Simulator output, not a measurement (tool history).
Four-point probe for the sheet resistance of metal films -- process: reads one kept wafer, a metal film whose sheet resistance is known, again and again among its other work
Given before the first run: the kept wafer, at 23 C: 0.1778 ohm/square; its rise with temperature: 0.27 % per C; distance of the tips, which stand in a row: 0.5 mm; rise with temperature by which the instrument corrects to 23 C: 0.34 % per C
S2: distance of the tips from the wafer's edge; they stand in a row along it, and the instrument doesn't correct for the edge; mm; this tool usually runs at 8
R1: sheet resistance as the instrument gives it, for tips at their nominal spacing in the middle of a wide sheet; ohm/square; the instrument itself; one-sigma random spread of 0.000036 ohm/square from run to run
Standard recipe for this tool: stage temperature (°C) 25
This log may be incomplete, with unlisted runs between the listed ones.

run 1 day=0.000 | stage_temperature_(°C)=25 S2=8 | R1=0.177875
run 2 day=0.983 | stage_temperature_(°C)=25 S2=8 | R1=0.177963
run 3 day=1.950 | stage_temperature_(°C)=25 S2=8 | R1=0.177940
run 4 day=2.583 | stage_temperature_(°C)=25 S2=8 | R1=0.177937
run 5 day=3.879 | stage_temperature_(°C)=25 S2=8 | R1=0.177955
run 6 day=5.062 | stage_temperature_(°C)=25 S2=8 | R1=0.177967
run 7 day=6.296 | stage_temperature_(°C)=25 S2=8 | R1=0.177980
run 8 day=7.488 | stage_temperature_(°C)=25 S2=48 | R1=0.177611
run 9 day=8.038 | stage_temperature_(°C)=28 S2=8 | R1=0.177615
run 10 day=8.792 | stage_temperature_(°C)=24 S2=8 | R1=0.178103
run 11 day=9.879 | stage_temperature_(°C)=25 S2=16 | R1=0.177674
run 12 day=10.650 | stage_temperature_(°C)=25 S2=16 | R1=0.177695
run 13 day=11.292 | stage_temperature_(°C)=25 S2=16 | R1=0.177704
run 14 day=12.058 | stage_temperature_(°C)=20 S2=21 | R1=0.178250
run 15 day=12.588 | stage_temperature_(°C)=20 S2=19 | R1=0.178257
run 16 day=13.133 | stage_temperature_(°C)=20 S2=40 | R1=0.178197
run 17 day=13.729 | stage_temperature_(°C)=20 S2=40 | R1=0.178178
run 18 day=14.496 | stage_temperature_(°C)=27 S2=38 | R1=0.177354
run 19 day=15.042 | stage_temperature_(°C)=27 S2=38 | R1=0.177380
run 20 day=16.058 | stage_temperature_(°C)=35 S2=38 | R1=0.176478
run 21 day=17.096 | stage_temperature_(°C)=25 S2=20 | R1=0.177664
run 22 day=17.783 | stage_temperature_(°C)=25 S2=20 | R1=0.177640
run 23 day=18.867 | stage_temperature_(°C)=25 S2=20 | R1=0.177686

Predict each of these 5 candidate next runs independently; none follows another, all start after run 23:
run A day=19.671 | stage_temperature_(°C)=20 S2=6 | R1=?
run B day=19.671 | stage_temperature_(°C)=32 S2=15 | R1=?
run C day=19.671 | stage_temperature_(°C)=19 S2=33 | R1=?
run D day=19.671 | stage_temperature_(°C)=21 S2=12 | R1=?
run E day=19.671 | stage_temperature_(°C)=23 S2=20 | R1=?

run=A R1=0.178844
run=B R1=0.176880
run=C R1=0.178321
run=D R1=0.178225
run=E R1=0.177835
Take away the tool's hidden state, keep each run's random variation, and the runs would have read:
run=A R1=0.178834
run=B R1=0.176871
run=C R1=0.178312
run=D R1=0.178216
run=E R1=0.177825
